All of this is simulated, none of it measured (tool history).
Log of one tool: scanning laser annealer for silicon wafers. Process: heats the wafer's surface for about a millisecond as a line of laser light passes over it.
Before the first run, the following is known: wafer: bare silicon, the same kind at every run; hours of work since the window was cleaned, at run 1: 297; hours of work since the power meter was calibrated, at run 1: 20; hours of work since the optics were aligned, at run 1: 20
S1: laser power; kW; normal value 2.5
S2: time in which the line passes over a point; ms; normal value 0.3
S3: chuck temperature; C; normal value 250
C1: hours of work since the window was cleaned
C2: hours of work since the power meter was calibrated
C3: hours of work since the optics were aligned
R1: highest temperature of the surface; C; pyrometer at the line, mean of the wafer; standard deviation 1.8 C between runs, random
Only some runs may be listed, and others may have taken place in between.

run   hour     S1     S2   S3   C1   C2   C3   R1
  1      0    2.5    0.3  250  297   20   20  962
  2   37.7    2.5    0.3  250  322   45   45  959
  3   76.3    2.5    0.3  250  348   70   70  963
  4  106.8    2.5    0.3  250  368   91   91  960
  5  123.8    2.5    0.3  250  379  102  102  960
  6  149.7    2.5  0.225  250  396  119  119  874
  7  179.3    2.5  0.225  250  416  139  139  872
  8  198.9    2.5    0.3  250  429  152  152  957
  9  218.4  2.215    0.3  250  442  165  165  856
 10  254.3  2.215    0.3  250  466  189  189  858
 11  277.5    2.5    0.3  239  481  204  204  950
 12  300.3  2.329  0.301  252  497  219  219  900
 13    338  2.329  0.301  252  522  244  244  901
 14  377.1    2.5   0.27  250  548  270  270  927
 15  406.3    2.5  0.294  236  567  289  289  941
 16  426.4    2.5  0.294  236  580  303  303  940
 17  451.4    2.5  0.294  236  597  319  319  940
     464.4  -- window over the wafer cleaned
 18  480.2    2.5  0.294  236   10  337  337  941
 19  503.9  2.623  0.226  213   26  353  353  882
 20    532  2.623  0.226  287   45  372  372  954

Hidden condition of the tool, last listed run before each entry between runs versus first listed run after:
After run 17, before run 18: window over the wafer cleaned (hour 464.4)
  light that passes the window, % of a clean one's: 99.94 -> 100
